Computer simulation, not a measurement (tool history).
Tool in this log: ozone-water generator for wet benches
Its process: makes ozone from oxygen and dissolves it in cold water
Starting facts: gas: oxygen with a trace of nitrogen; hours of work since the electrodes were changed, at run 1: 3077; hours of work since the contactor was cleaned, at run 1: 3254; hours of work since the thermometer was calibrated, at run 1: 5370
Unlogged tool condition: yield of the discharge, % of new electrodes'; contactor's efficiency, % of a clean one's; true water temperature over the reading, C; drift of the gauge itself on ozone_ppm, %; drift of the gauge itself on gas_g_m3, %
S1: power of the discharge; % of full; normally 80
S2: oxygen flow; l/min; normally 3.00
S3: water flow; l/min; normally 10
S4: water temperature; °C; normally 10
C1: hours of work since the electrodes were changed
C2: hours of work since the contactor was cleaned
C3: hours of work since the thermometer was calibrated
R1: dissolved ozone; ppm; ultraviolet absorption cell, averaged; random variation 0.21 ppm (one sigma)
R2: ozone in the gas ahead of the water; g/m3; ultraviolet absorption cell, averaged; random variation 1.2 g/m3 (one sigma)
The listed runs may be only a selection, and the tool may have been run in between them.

Run 1, day 0.000: usual settings; C1 3077; C2 3254; C3 5370. Result: R1 27.6 ppm, R2 195.6 g/m3.
Run 2, day 3.871: usual settings but S2 1.89 l/min; C1 3167; C2 3344; C3 5460. Result: R1 27.2 ppm, R2 259.8 g/m3.
Run 3, day 6.162: usual settings but S2 1.55 l/min; C1 3221; C2 3397; C3 5513. Result: R1 26.4 ppm, R2 292.5 g/m3.
At day 11.362: water thermometer calibrated.
Run 4, day 11.825: usual settings but S2 1.55 l/min; C1 3352; C2 3528; C3 11. Result: R1 26.6 ppm, R2 291.7 g/m3.
Run 5, day 16.112: usual settings; C1 3451; C2 3628; C3 110. Result: R1 27.4 ppm, R2 194.1 g/m3.
Run 6, day 21.388: usual settings but S1 99 % of full; C1 3574; C2 3751; C3 233. Result: R1 31.9 ppm, R2 229.5 g/m3.
At day 21.883: contactor cleaned.
Run 7, day 24.558: usual settings but S1 99 % of full, S4 11 °C; C1 3644; C2 62; C3 303. Result: R1 32.7 ppm, R2 226.9 g/m3.
Run 8, day 27.746: usual settings but S1 46 % of full; C1 3718; C2 136; C3 377. Result: R1 18.4 ppm, R2 124.3 g/m3.
Run 9, day 32.754: usual settings but S1 46 % of full, S4 11 °C; C1 3835; C2 253; C3 494. Result: R1 18.0 ppm, R2 124.7 g/m3.
Run 10, day 35.596: usual settings but S1 43 % of full, S2 4.33 l/min, S3 7 l/min, S4 12 °C; C1 3901; C2 319; C3 560. Result: R1 19.7 ppm, R2 94.8 g/m3.
Run 11, day 40.338: usual settings but S3 8 l/min; C1 4011; C2 429; C3 670. Result: R1 32.5 ppm, R2 189.9 g/m3.
Run 12, day 43.225: usual settings but S1 91 % of full, S3 8 l/min, S4 8 °C; C1 4078; C2 496; C3 737. Result: R1 36.5 ppm, R2 210.5 g/m3.
Run 13, day 47.946: usual settings but S1 91 % of full, S3 8 l/min, S4 8 °C; C1 4188; C2 606; C3 847. Result: R1 36.2 ppm, R2 207.3 g/m3.

Predict the results of run 14:
Run 14, day 53.296: usual settings but S1 91 % of full, S2 1.98 l/min, S3 8 l/min, S4 11 °C; C1 4312; C2 730; C3 971. Result: R1 ?, R2 ?.

For run 14 the tool returned R1 35.0 ppm, R2 269.9 g/m3.
With no hidden state in the tool, this same run would have given R1 40.2 ppm, R2 307.5 g/m3.
